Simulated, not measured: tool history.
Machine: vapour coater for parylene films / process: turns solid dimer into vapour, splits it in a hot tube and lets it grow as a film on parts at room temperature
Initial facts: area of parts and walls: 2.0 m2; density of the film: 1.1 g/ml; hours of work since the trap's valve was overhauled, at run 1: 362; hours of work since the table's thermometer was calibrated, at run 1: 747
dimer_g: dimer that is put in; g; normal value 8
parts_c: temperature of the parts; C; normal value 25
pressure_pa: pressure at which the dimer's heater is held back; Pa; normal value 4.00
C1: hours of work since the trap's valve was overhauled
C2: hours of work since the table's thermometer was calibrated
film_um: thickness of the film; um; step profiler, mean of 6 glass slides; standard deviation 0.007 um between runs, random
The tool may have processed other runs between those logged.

{"run": 1, "hour": 0.0, "dimer_g": 8, "parts_c": 25, "pressure_pa": 4.0, "C1": 362, "C2": 747, "film_um": 1.834}
{"run": 2, "hour": 21.6, "dimer_g": 8, "parts_c": 25, "pressure_pa": 4.0, "C1": 379, "C2": 764, "film_um": 1.83}
{"run": 3, "hour": 50.4, "dimer_g": 8, "parts_c": 25, "pressure_pa": 4.0, "C1": 401, "C2": 786, "film_um": 1.843}
{"run": 4, "hour": 74.9, "dimer_g": 8, "parts_c": 25, "pressure_pa": 4.0, "C1": 420, "C2": 805, "film_um": 1.841}
{"run": 5, "hour": 96.9, "dimer_g": 8, "parts_c": 25, "pressure_pa": 4.0, "C1": 437, "C2": 822, "film_um": 1.834}
{"run": 6, "hour": 119.6, "dimer_g": 8, "parts_c": 25, "pressure_pa": 4.0, "C1": 454, "C2": 840, "film_um": 1.835}
{"run": 7, "hour": 145.6, "dimer_g": 8, "parts_c": 25, "pressure_pa": 4.0, "C1": 474, "C2": 860, "film_um": 1.824}
{"hour": 166.4, "done": "table's thermometer calibrated"}
{"run": 8, "hour": 182.0, "dimer_g": 8, "parts_c": 25, "pressure_pa": 4.0, "C1": 502, "C2": 12, "film_um": 1.889}
{"run": 9, "hour": 206.4, "dimer_g": 8, "parts_c": 25, "pressure_pa": 4.0, "C1": 520, "C2": 31, "film_um": 1.891}
{"run": 10, "hour": 225.2, "dimer_g": 8, "parts_c": 25, "pressure_pa": 4.0, "C1": 535, "C2": 45, "film_um": 1.894}
{"run": 11, "hour": 247.9, "dimer_g": 8, "parts_c": 25, "pressure_pa": 4.0, "C1": 552, "C2": 63, "film_um": 1.895}
{"hour": 252.0, "done": "table's thermometer calibrated, once more"}
{"run": 12, "hour": 265.1, "dimer_g": 8, "parts_c": 25, "pressure_pa": 4.0, "C1": 565, "C2": 10, "film_um": 1.733}
{"run": 13, "hour": 279.8, "dimer_g": 8, "parts_c": 26, "pressure_pa": 4.0, "C1": 576, "C2": 21, "film_um": 1.671}
{"run": 14, "hour": 303.8, "dimer_g": 8, "parts_c": 26, "pressure_pa": 4.0, "C1": 595, "C2": 40, "film_um": 1.665}
{"hour": 318.0, "done": "trap's valve overhauled"}
{"run": 15, "hour": 333.4, "dimer_g": 8, "parts_c": 26, "pressure_pa": 4.0, "C1": 12, "C2": 60, "film_um": 1.757}
{"run": 16, "hour": 368.1, "dimer_g": 11, "parts_c": 26, "pressure_pa": 4.0, "C1": 39, "C2": 87, "film_um": 2.428}
{"run": 17, "hour": 396.3, "dimer_g": 11, "parts_c": 26, "pressure_pa": 4.0, "C1": 60, "C2": 108, "film_um": 2.425}
{"run": 18, "hour": 411.6, "dimer_g": 11, "parts_c": 26, "pressure_pa": 4.0, "C1": 72, "C2": 120, "film_um": 2.397}
{"run": 19, "hour": 428.0, "dimer_g": 11, "parts_c": 26, "pressure_pa": 4.0, "C1": 85, "C2": 133, "film_um": 2.42}
{"run": 20, "hour": 455.1, "dimer_g": 11, "parts_c": 26, "pressure_pa": 4.0, "C1": 106, "C2": 154, "film_um": 2.421}
{"run": 21, "hour": 478.3, "dimer_g": 11, "parts_c": 26, "pressure_pa": 4.0, "C1": 124, "C2": 172, "film_um": 2.403}
{"run": 22, "hour": 504.4, "dimer_g": 11, "parts_c": 26, "pressure_pa": 4.0, "C1": 144, "C2": 192, "film_um": 2.406}
{"run": 23, "hour": 522.1, "dimer_g": 11, "parts_c": 26, "pressure_pa": 4.0, "C1": 158, "C2": 205, "film_um": 2.41}
{"run": 24, "hour": 544.3, "dimer_g": 11, "parts_c": 26, "pressure_pa": 4.0, "C1": 175, "C2": 223, "film_um": 2.395}
{"run": 25, "hour": 579.0, "dimer_g": 5, "parts_c": 31, "pressure_pa": 11.44, "C1": 201, "C2": 249, "film_um": 0.71}
{"run": 26, "hour": 602.1, "dimer_g": 8, "parts_c": 25, "pressure_pa": 9.8, "C1": 219, "C2": 267, "film_um": 1.476}
{"run": 27, "hour": 631.9, "dimer_g": 8, "parts_c": 25, "pressure_pa": 9.8, "C1": 242, "C2": 290, "film_um": 1.48}
{"run": 28, "hour": 649.0, "dimer_g": 5, "parts_c": 34, "pressure_pa": 8.49, "C1": 255, "C2": 303, "film_um": 0.673}
{"run": 29, "hour": 664.3, "dimer_g": 4, "parts_c": 24, "pressure_pa": 2.74, "C1": 267, "C2": 315, "film_um": 1.027}
{"run": 30, "hour": 683.1, "dimer_g": 3, "parts_c": 18, "pressure_pa": 2.74, "C1": 282, "C2": 330, "film_um": 0.967}
{"run": 31, "hour": 714.6, "dimer_g": 12, "parts_c": 23, "pressure_pa": 6.71, "C1": 306, "C2": 354, "film_um": 2.591}
{"run": 32, "hour": 739.4, "dimer_g": 12, "parts_c": 25, "pressure_pa": 6.71, "C1": 325, "C2": 373, "film_um": 2.41}
{"run": 33, "hour": 769.0, "dimer_g": 12, "parts_c": 25, "pressure_pa": 6.71, "C1": 348, "C2": 396, "film_um": 2.433}
{"run": 34, "hour": 788.6, "dimer_g": 4, "parts_c": 33, "pressure_pa": 5.63, "C1": 363, "C2": 411, "film_um": 0.62}
{"run": 35, "hour": 806.7, "dimer_g": 4, "parts_c": 33, "pressure_pa": 5.63, "C1": 377, "C2": 425, "film_um": 0.611}
{"run": 36, "hour": 834.2, "dimer_g": 4, "parts_c": 33, "pressure_pa": 5.63, "C1": 398, "C2": 446, "film_um": 0.621}
{"run": 37, "hour": 864.7, "dimer_g": 5, "parts_c": 25, "pressure_pa": 4.0, "C1": 422, "C2": 470, "film_um": 1.129}
{"run": 38, "hour": 898.9, "dimer_g": 9, "parts_c": 18, "pressure_pa": 5.48, "C1": 448, "C2": 496, "film_um": 2.468}
{"run": 39, "hour": 916.0, "dimer_g": 3, "parts_c": 25, "pressure_pa": 3.68, "C1": 461, "C2": 509, "film_um": 0.682}
{"run": 40, "hour": 937.3, "dimer_g": 3, "parts_c": 25, "pressure_pa": 3.68, "C1": 478, "C2": 526, "film_um": 0.682}
{"run": 41, "hour": 969.8, "dimer_g": 3, "parts_c": 25, "pressure_pa": 3.68, "C1": 503, "C2": 551, "film_um": 0.687}
{"run": 42, "hour": 988.3, "dimer_g": 4, "parts_c": 22, "pressure_pa": 2.65, "C1": 517, "C2": 565, "film_um": 1.107}
{"run": 43, "hour": 1004.9, "dimer_g": 4, "parts_c": 34, "pressure_pa": 4.83, "C1": 530, "C2": 578, "film_um": 0.614}
{"run": 44, "hour": 1025.7, "dimer_g": 4, "parts_c": 34, "pressure_pa": 3.16, "C1": 546, "C2": 594, "film_um": 0.661}
{"run": 45, "hour": 1045.5, "dimer_g": 5, "parts_c": 19, "pressure_pa": 3.16, "C1": 561, "C2": 609, "film_um": 1.485}

Below are 3 alternative next runs, each starting from the tool's condition after run 45. Predict each:
{"run": "A", "hour": 1075.1, "dimer_g": 14, "parts_c": 19, "pressure_pa": 3.16, "C1": 584, "C2": 632, "film_um": "?"}
{"run": "B", "hour": 1075.1, "dimer_g": 8, "parts_c": 28, "pressure_pa": 7.05, "C1": 584, "C2": 632, "film_um": "?"}
{"run": "C", "hour": 1075.1, "dimer_g": 3, "parts_c": 25, "pressure_pa": 2.24, "C1": 584, "C2": 632, "film_um": "?"}

run=A film_um=4.142
run=B film_um=1.404
run=C film_um=0.769
Without the tool's unlogged condition, the same runs would have read:
run=A film_um=4.184
run=B film_um=1.418
run=C film_um=0.776
